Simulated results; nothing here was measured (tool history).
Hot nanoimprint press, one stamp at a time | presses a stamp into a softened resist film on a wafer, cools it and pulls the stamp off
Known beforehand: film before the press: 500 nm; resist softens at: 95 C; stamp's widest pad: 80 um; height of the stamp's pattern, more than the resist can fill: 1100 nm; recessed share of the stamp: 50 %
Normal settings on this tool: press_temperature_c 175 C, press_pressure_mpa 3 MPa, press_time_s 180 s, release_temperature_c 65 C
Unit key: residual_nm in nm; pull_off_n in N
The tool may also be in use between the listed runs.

run 1 hour=0 | press_temperature_c=175 press_pressure_mpa=3 press_time_s=180 release_temperature_c=65 | residual_nm=261.5 pull_off_n=224
-- hour=8.1 plate thermocouple calibrated
run 2 hour=12.9 | press_temperature_c=175 press_pressure_mpa=3 press_time_s=180 release_temperature_c=65 | residual_nm=268.8 pull_off_n=225
run 3 hour=24.2 | press_temperature_c=175 press_pressure_mpa=3 press_time_s=180 release_temperature_c=65 | residual_nm=270 pull_off_n=234
run 4 hour=42 | press_temperature_c=164 press_pressure_mpa=3 press_time_s=180 release_temperature_c=65 | residual_nm=350.9 pull_off_n=240
run 5 hour=51.6 | press_temperature_c=175 press_pressure_mpa=3 press_time_s=180 release_temperature_c=65 | residual_nm=269.3 pull_off_n=234
run 6 hour=59.5 | press_temperature_c=175 press_pressure_mpa=3 press_time_s=180 release_temperature_c=65 | residual_nm=269.4 pull_off_n=241
run 7 hour=73.7 | press_temperature_c=175 press_pressure_mpa=3 press_time_s=180 release_temperature_c=65 | residual_nm=270.1 pull_off_n=243
run 8 hour=91.4 | press_temperature_c=175 press_pressure_mpa=3 press_time_s=180 release_temperature_c=65 | residual_nm=269.7 pull_off_n=254
run 9 hour=102.8 | press_temperature_c=170 press_pressure_mpa=1.88 press_time_s=90 release_temperature_c=51 | residual_nm=412.1 pull_off_n=318
run 10 hour=121.2 | press_temperature_c=175 press_pressure_mpa=4.14 press_time_s=291 release_temperature_c=71 | residual_nm=195 pull_off_n=211
run 11 hour=135.7 | press_temperature_c=184 press_pressure_mpa=3.14 press_time_s=102 release_temperature_c=53 | residual_nm=255.8 pull_off_n=308
run 12 hour=143.8 | press_temperature_c=184 press_pressure_mpa=3.14 press_time_s=102 release_temperature_c=53 | residual_nm=256 pull_off_n=314
run 13 hour=158.8 | press_temperature_c=183 press_pressure_mpa=2.24 press_time_s=180 release_temperature_c=65 | residual_nm=254.3 pull_off_n=257
run 14 hour=174.9 | press_temperature_c=175 press_pressure_mpa=3 press_time_s=180 release_temperature_c=54 | residual_nm=270.4 pull_off_n=309
run 15 hour=188.8 | press_temperature_c=175 press_pressure_mpa=3 press_time_s=180 release_temperature_c=54 | residual_nm=268.4 pull_off_n=314

Results for each run, recomputed without the tool's hidden state and with each run's random variation untouched:
Hidden conditions of the tool in this case: true temperature over the reading, C; pressure that arrives at the usual setting, %; grip of the stamp's worn release coat, % over a new coat's; drift of the gauge itself on residual_nm, %; drift of the gauge itself on pull_off_n, %.
run=1 residual_nm=269.6 pull_off_n=226
run=2 residual_nm=269 pull_off_n=220
run=3 residual_nm=270.2 pull_off_n=227
run=4 residual_nm=351.4 pull_off_n=230
run=5 residual_nm=269.7 pull_off_n=223
run=6 residual_nm=269.8 pull_off_n=228
run=7 residual_nm=270.7 pull_off_n=228
run=8 residual_nm=270.4 pull_off_n=235
run=9 residual_nm=413.2 pull_off_n=292
run=10 residual_nm=195.2 pull_off_n=192
run=11 residual_nm=256.5 pull_off_n=277
run=12 residual_nm=256.7 pull_off_n=281
run=13 residual_nm=255.6 pull_off_n=229
run=14 residual_nm=271.7 pull_off_n=271
run=15 residual_nm=269.8 pull_off_n=273
